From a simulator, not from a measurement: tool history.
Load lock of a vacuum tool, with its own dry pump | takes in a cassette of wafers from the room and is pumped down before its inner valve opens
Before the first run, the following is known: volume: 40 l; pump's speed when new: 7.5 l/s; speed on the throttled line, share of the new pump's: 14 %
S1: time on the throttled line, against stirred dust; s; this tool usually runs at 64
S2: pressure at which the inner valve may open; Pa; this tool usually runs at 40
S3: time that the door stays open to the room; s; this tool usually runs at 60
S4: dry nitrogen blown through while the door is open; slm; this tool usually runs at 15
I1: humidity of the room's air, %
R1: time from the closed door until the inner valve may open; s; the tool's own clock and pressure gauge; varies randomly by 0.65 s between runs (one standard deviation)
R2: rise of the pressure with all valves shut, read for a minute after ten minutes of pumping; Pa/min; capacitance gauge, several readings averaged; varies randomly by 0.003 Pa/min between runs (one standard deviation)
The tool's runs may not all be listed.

| run | day | S1 | S2 | S3 | S4 | I1 | R1 | R2 |
|---|---|---|---|---|---|---|---|---|
| 1 | 0.000 | 64 | 40 | 60 | 15 | 42.9 | 102.6 | 0.046 |
| 2 | 6.054 | 64 | 37 | 60 | 15 | 41.2 | 104.6 | 0.047 |
| 3 | 13.104 | 58 | 40 | 60 | 15 | 43.7 | 98.7 | 0.049 |
| 4 | 20.350 | 64 | 40 | 60 | 17 | 44.8 | 102.1 | 0.051 |
| 5 | 23.746 | 64 | 40 | 60 | 17 | 46.3 | 104.2 | 0.051 |
| 6 | 30.758 | 64 | 40 | 60 | 17 | 45.6 | 103.9 | 0.052 |
| 7 | 34.742 | 64 | 40 | 60 | 17 | 46.5 | 105.0 | 0.054 |
| 8 | 38.967 | 105 | 40 | 60 | 15 | 46.3 | 136.9 | 0.054 |
| 9 | 42.625 | 105 | 40 | 60 | 15 | 44.6 | 136.3 | 0.054 |
| 10 | 49.762 | 64 | 40 | 60 | 5 | 45.2 | 104.6 | 0.068 |
| 11 | 53.746 | 64 | 40 | 72 | 5 | 44.1 | 103.4 | 0.072 |
| 12 | 61.362 | 64 | 40 | 223 | 15 | 44.6 | 104.3 | 0.107 |
| 13 | 65.412 | 64 | 40 | 223 | 15 | 42.2 | 103.8 | 0.101 |
| 14 | 72.442 | 64 | 40 | 60 | 8 | 44.1 | 103.4 | 0.061 |
| 15 | 76.921 | 64 | 40 | 60 | 8 | 45.6 | 103.9 | 0.067 |
| 16 | 83.404 | 64 | 42 | 60 | 15 | 43.1 | 103.7 | 0.063 |
| 17 | 87.658 | 64 | 42 | 60 | 15 | 44.5 | 103.4 | 0.063 |
| 18 | 95.033 | 64 | 40 | 194 | 15 | 40.4 | 103.8 | 0.096 |
| 19 | 102.625 | 83 | 40 | 25 | 15 | 45.3 | 119.8 | 0.046 |
| 20 | 107.208 | 83 | 40 | 25 | 15 | 46.7 | 120.3 | 0.049 |
| 21 | 111.762 | 83 | 40 | 25 | 15 | 46.5 | 119.5 | 0.048 |
| 22 | 117.983 | 83 | 40 | 25 | 15 | 44.4 | 121.1 | 0.053 |
| 23 | 124.762 | 116 | 40 | 25 | 15 | 44.5 | 146.8 | 0.047 |
| 24 | 129.975 | 116 | 40 | 25 | 15 | 43.1 | 149.0 | 0.046 |
| 25 | 134.050 | 64 | 40 | 60 | 9 | 42.0 | 105.6 | 0.066 |
| 26 | 138.817 | 48 | 40 | 41 | 15 | 41.0 | 92.0 | 0.055 |
| 27 | 142.842 | 64 | 49 | 58 | 8 | 48.5 | 104.0 | 0.075 |
| 28 | 147.675 | 62 | 40 | 60 | 27 | 46.3 | 104.3 | 0.062 |
| 29 | 151.254 | 33 | 64 | 170 | 14 | 44.4 | 77.1 | 0.101 |
| 30 | 154.733 | 49 | 48 | 76 | 9 | 44.5 | 91.6 | 0.075 |
| 31 | 160.254 | 76 | 40 | 96 | 15 | 47.1 | 115.5 | 0.077 |
| 32 | 164.542 | 65 | 48 | 42 | 15 | 43.7 | 105.3 | 0.055 |
| 33 | 171.667 | 34 | 76 | 127 | 40 | 45.8 | 76.6 | 0.072 |
| 34 | 178.738 | 64 | 66 | 54 | 4 | 45.5 | 101.9 | 0.075 |
| 35 | 184.138 | 64 | 66 | 54 | 4 | 45.8 | 101.7 | 0.076 |
| 36 | 189.946 | 64 | 66 | 54 | 4 | 44.9 | 103.5 | 0.078 |

Below are 5 alternative next runs, each starting from the tool's condition after run 36. Predict each:
| A | 193.733 | 64 | 50 | 40 | 9 | 46.9 | ? | ? |
| B | 193.733 | 64 | 64 | 138 | 13 | 44.5 | ? | ? |
| C | 193.733 | 48 | 66 | 25 | 4 | 45.4 | ? | ? |
| D | 193.733 | 80 | 40 | 60 | 7 | 48.1 | ? | ? |
| E | 193.733 | 32 | 40 | 41 | 15 | 46.0 | ? | ? |

| run | R1 | R2 |
|---|---|---|
| A | 103.3 | 0.067 |
| B | 103.2 | 0.102 |
| C | 89.1 | 0.065 |
| D | 118.9 | 0.079 |
| E | 80.4 | 0.062 |
With no hidden state in the tool, these same runs would have given:
| run | R1 | R2 |
|---|---|---|
| A | 94.1 | 0.035 |
| B | 94.4 | 0.070 |
| C | 79.8 | 0.033 |
| D | 110.1 | 0.047 |
| E | 69.5 | 0.030 |

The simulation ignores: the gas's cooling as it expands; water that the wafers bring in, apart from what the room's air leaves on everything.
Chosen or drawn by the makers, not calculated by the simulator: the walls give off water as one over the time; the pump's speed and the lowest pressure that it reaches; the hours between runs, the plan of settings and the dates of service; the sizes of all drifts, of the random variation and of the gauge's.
